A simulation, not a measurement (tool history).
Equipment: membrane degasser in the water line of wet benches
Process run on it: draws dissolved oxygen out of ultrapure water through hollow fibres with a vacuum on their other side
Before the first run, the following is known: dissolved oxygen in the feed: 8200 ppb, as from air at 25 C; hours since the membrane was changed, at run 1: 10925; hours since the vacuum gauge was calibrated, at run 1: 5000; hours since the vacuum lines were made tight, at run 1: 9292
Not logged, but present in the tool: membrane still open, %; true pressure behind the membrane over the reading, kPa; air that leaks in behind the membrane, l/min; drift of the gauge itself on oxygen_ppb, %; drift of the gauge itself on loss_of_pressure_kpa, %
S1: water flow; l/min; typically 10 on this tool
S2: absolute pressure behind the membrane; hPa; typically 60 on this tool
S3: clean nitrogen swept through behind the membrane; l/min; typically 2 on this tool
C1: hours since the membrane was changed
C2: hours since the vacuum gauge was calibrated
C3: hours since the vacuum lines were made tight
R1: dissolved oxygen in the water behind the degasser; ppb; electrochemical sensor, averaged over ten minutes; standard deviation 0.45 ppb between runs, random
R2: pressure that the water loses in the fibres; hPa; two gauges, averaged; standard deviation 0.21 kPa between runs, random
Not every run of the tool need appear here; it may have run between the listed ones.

| run | hour | S1 | S2 | S3 | C1 | C2 | C3 | R1 | R2 |
|---|---|---|---|---|---|---|---|---|---|
| 1 | 0 | 10 | 60 | 2 | 10925 | 5000 | 9292 | 37.1 | 473.2 |
| 2 | 239.4 | 10 | 60 | 2 | 11164 | 5240 | 9531 | 38.4 | 476.2 |
| 3 | 397.4 | 10 | 60 | 2 | 11322 | 5398 | 9689 | 38.6 | 476.2 |
|  | 420 | seals of the vacuum lines changed |
| 4 | 613 | 10 | 60 | 2 | 11536 | 5611 | 193 | 39.1 | 474.9 |
| 5 | 830.1 | 10 | 60 | 2 | 11753 | 5829 | 410 | 38.2 | 475.3 |
|  | 882.2 | vacuum gauge calibrated |
| 6 | 943.3 | 10 | 139.3 | 2 | 11865 | 61 | 523 | 132.6 | 474.2 |
| 7 | 1126.8 | 10 | 139.3 | 2 | 12049 | 245 | 706 | 131 | 476.8 |
| 8 | 1382.4 | 10 | 139.3 | 2 | 12305 | 500 | 962 | 131.9 | 476 |
| 9 | 1549.5 | 10 | 139.3 | 2 | 12472 | 667 | 1129 | 134.4 | 476 |
| 10 | 1723.2 | 10 | 60 | 2 | 12645 | 841 | 1303 | 38 | 471.7 |
| 11 | 1970.7 | 10 | 53.7 | 2 | 12893 | 1088 | 1550 | 30.1 | 476.9 |
| 12 | 2242.5 | 10 | 101.8 | 2 | 13165 | 1360 | 1822 | 89.2 | 473.5 |
| 13 | 2445.6 | 10 | 60 | 2 | 13368 | 1563 | 2025 | 38.2 | 476.7 |
| 14 | 2591.7 | 10 | 60 | 2 | 13514 | 1709 | 2171 | 37.8 | 475.6 |
| 15 | 2726.8 | 10 | 50.3 | 2 | 13649 | 1845 | 2306 | 26.3 | 473.2 |
| 16 | 2939.6 | 10 | 50.3 | 2 | 13862 | 2057 | 2519 | 25.9 | 475.5 |
| 17 | 3074.5 | 10 | 50.3 | 2 | 13997 | 2192 | 2654 | 26.4 | 477.8 |
| 18 | 3344.9 | 11 | 119.3 | 3.74 | 14267 | 2463 | 2924 | 70.2 | 526.1 |
| 19 | 3484 | 7 | 60 | 2 | 14406 | 2602 | 3064 | 25.1 | 331.1 |
| 20 | 3642.8 | 12 | 143.8 | 1.85 | 14565 | 2761 | 3222 | 186 | 573 |
| 21 | 3887.1 | 12 | 143.8 | 1.85 | 14809 | 3005 | 3467 | 185.2 | 568.7 |
| 22 | 4056.9 | 11 | 60 | 1.06 | 14979 | 3175 | 3636 | 75.9 | 523.4 |
| 23 | 4244.7 | 7 | 56.5 | 1.06 | 15167 | 3362 | 3824 | 38.8 | 336.4 |
| 24 | 4403.5 | 10 | 47 | 2 | 15326 | 3521 | 3983 | 22.2 | 472.9 |
| 25 | 4535.6 | 10 | 47 | 2 | 15458 | 3653 | 4115 | 22.3 | 475.5 |
| 26 | 4697.6 | 13 | 60 | 0.95 | 15620 | 3815 | 4277 | 109 | 620.2 |
| 27 | 4810.7 | 13 | 42.1 | 2 | 15733 | 3928 | 4390 | 35.2 | 618.4 |
| 28 | 5057.2 | 13 | 99.7 | 5.81 | 15979 | 4175 | 4637 | 57 | 623.8 |
| 29 | 5293.9 | 10 | 129.1 | 1.3 | 16216 | 4412 | 4873 | 178.4 | 474.6 |
| 30 | 5448.9 | 10 | 120.4 | 1.3 | 16371 | 4567 | 5028 | 166.7 | 475.4 |
| 31 | 5578.7 | 7 | 150 | 2 | 16501 | 4697 | 5158 | 101.9 | 332.4 |
| 32 | 5806.3 | 10 | 60 | 1.6 | 16728 | 4924 | 5386 | 45.7 | 479.7 |
| 33 | 6079.1 | 10 | 60 | 1.6 | 17001 | 5197 | 5659 | 46.7 | 476.6 |

Hidden condition of the tool, last listed run before each entry between runs versus first listed run after:
After run 3, before run 4: seals of the vacuum lines changed (hour 420)
  air that leaks in behind the membrane, l/min: 0.0022 -> 0.002
After run 5, before run 6: vacuum gauge calibrated (hour 882.2)
  no hidden state differs between the two runs

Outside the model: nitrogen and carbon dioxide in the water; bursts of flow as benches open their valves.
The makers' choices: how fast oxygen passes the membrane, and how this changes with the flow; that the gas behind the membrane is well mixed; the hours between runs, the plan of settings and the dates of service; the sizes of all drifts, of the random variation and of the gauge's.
